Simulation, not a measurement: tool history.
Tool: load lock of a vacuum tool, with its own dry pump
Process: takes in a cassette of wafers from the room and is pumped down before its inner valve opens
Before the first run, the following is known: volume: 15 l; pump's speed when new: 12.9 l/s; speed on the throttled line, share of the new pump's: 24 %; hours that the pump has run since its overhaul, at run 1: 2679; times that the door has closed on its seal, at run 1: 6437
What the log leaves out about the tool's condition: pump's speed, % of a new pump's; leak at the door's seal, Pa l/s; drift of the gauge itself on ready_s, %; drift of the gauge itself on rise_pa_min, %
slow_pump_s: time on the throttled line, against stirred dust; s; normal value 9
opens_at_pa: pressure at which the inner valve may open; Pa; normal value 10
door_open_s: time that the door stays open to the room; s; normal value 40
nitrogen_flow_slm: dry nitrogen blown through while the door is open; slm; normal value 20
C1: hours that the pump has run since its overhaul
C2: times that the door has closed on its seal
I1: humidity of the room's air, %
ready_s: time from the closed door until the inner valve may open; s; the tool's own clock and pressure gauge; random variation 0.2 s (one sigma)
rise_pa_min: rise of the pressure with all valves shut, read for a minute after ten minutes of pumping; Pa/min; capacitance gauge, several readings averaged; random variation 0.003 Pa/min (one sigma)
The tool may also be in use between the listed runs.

run 1 day=0.000 | slow_pump_s=9 opens_at_pa=10 door_open_s=40 nitrogen_flow_slm=20 | C1=2679 C2=6437 | I1=46.9 | ready_s=18.4 rise_pa_min=0.049
run 2 day=6.100 | slow_pump_s=9 opens_at_pa=10 door_open_s=40 nitrogen_flow_slm=7 | C1=2825 C2=6706 | I1=46.7 | ready_s=18.2 rise_pa_min=0.056
run 3 day=11.033 | slow_pump_s=9 opens_at_pa=10 door_open_s=40 nitrogen_flow_slm=20 | C1=2944 C2=6923 | I1=46.4 | ready_s=18.5 rise_pa_min=0.049
run 4 day=20.967 | slow_pump_s=9 opens_at_pa=10 door_open_s=40 nitrogen_flow_slm=20 | C1=3182 C2=7361 | I1=44.2 | ready_s=18.5 rise_pa_min=0.050
run 5 day=32.104 | slow_pump_s=9 opens_at_pa=10 door_open_s=40 nitrogen_flow_slm=8 | C1=3449 C2=7851 | I1=43.1 | ready_s=18.4 rise_pa_min=0.063
run 6 day=38.267 | slow_pump_s=9 opens_at_pa=10 door_open_s=40 nitrogen_flow_slm=8 | C1=3597 C2=8123 | I1=45.1 | ready_s=18.5 rise_pa_min=0.060
run 7 day=49.408 | slow_pump_s=9 opens_at_pa=10 door_open_s=40 nitrogen_flow_slm=8 | C1=3865 C2=8614 | I1=48.3 | ready_s=17.9 rise_pa_min=0.061
run 8 day=58.325 | slow_pump_s=9 opens_at_pa=14 door_open_s=40 nitrogen_flow_slm=20 | C1=4079 C2=9006 | I1=46.8 | ready_s=18.2 rise_pa_min=0.055
run 9 day=69.217 | slow_pump_s=9 opens_at_pa=14 door_open_s=40 nitrogen_flow_slm=20 | C1=4340 C2=9486 | I1=46.9 | ready_s=17.9 rise_pa_min=0.061
run 10 day=77.996 | slow_pump_s=9 opens_at_pa=14 door_open_s=40 nitrogen_flow_slm=20 | C1=4551 C2=9872 | I1=42.6 | ready_s=18.3 rise_pa_min=0.055
run 11 day=86.129 | slow_pump_s=9 opens_at_pa=14 door_open_s=40 nitrogen_flow_slm=20 | C1=4746 C2=10231 | I1=46.9 | ready_s=18.2 rise_pa_min=0.063
run 12 day=93.258 | slow_pump_s=9 opens_at_pa=14 door_open_s=40 nitrogen_flow_slm=20 | C1=4917 C2=10545 | I1=45.8 | ready_s=17.9 rise_pa_min=0.065
run 13 day=98.625 | slow_pump_s=9 opens_at_pa=14 door_open_s=40 nitrogen_flow_slm=20 | C1=5046 C2=10781 | I1=45.7 | ready_s=18.3 rise_pa_min=0.060
run 14 day=105.175 | slow_pump_s=5 opens_at_pa=10 door_open_s=40 nitrogen_flow_slm=20 | C1=5203 C2=11070 | I1=46.0 | ready_s=15.9 rise_pa_min=0.065
run 15 day=112.654 | slow_pump_s=5 opens_at_pa=10 door_open_s=40 nitrogen_flow_slm=20 | C1=5383 C2=11399 | I1=46.2 | ready_s=16.1 rise_pa_min=0.065
run 16 day=118.633 | slow_pump_s=5 opens_at_pa=10 door_open_s=40 nitrogen_flow_slm=20 | C1=5526 C2=11662 | I1=42.7 | ready_s=15.3 rise_pa_min=0.061
run 17 day=125.025 | slow_pump_s=5 opens_at_pa=10 door_open_s=40 nitrogen_flow_slm=20 | C1=5680 C2=11944 | I1=47.5 | ready_s=15.3 rise_pa_min=0.065
run 18 day=130.388 | slow_pump_s=9 opens_at_pa=15 door_open_s=40 nitrogen_flow_slm=20 | C1=5808 C2=12180 | I1=46.9 | ready_s=18.2 rise_pa_min=0.070
run 19 day=141.521 | slow_pump_s=6 opens_at_pa=17 door_open_s=116 nitrogen_flow_slm=31 | C1=6075 C2=12670 | I1=45.9 | ready_s=15.9 rise_pa_min=0.075
run 20 day=147.333 | slow_pump_s=9 opens_at_pa=10 door_open_s=40 nitrogen_flow_slm=20 | C1=6215 C2=12926 | I1=43.1 | ready_s=18.6 rise_pa_min=0.073
run 21 day=152.054 | slow_pump_s=7 opens_at_pa=19 door_open_s=147 nitrogen_flow_slm=17 | C1=6328 C2=13134 | I1=43.8 | ready_s=16.3 rise_pa_min=0.086
run 22 day=156.729 | slow_pump_s=10 opens_at_pa=7 door_open_s=147 nitrogen_flow_slm=9 | C1=6441 C2=13340 | I1=44.7 | ready_s=20.0 rise_pa_min=0.099
run 23 day=163.279 | slow_pump_s=17 opens_at_pa=7 door_open_s=147 nitrogen_flow_slm=9 | C1=6598 C2=13629 | I1=49.5 | ready_s=25.1 rise_pa_min=0.105
run 24 day=170.754 | slow_pump_s=17 opens_at_pa=7 door_open_s=147 nitrogen_flow_slm=9 | C1=6777 C2=13958 | I1=46.7 | ready_s=25.1 rise_pa_min=0.109
run 25 day=181.267 | slow_pump_s=17 opens_at_pa=7 door_open_s=147 nitrogen_flow_slm=9 | C1=7029 C2=14421 | I1=47.2 | ready_s=25.2 rise_pa_min=0.103
run 26 day=186.058 | slow_pump_s=9 opens_at_pa=10 door_open_s=96 nitrogen_flow_slm=24 | C1=7144 C2=14632 | I1=44.5 | ready_s=18.9 rise_pa_min=0.084

Estimate the outcome of run 27 from the log above:
run 27 day=194.808 | slow_pump_s=11 opens_at_pa=7 door_open_s=74 nitrogen_flow_slm=30 | C1=7354 C2=15017 | I1=43.3 | ready_s=? rise_pa_min=?

ready_s: 21.4 s
rise_pa_min: 0.083 Pa/min
Without the tool's hidden state the same run would have given ready_s 20.0 s, rise_pa_min 0.028 Pa/min.
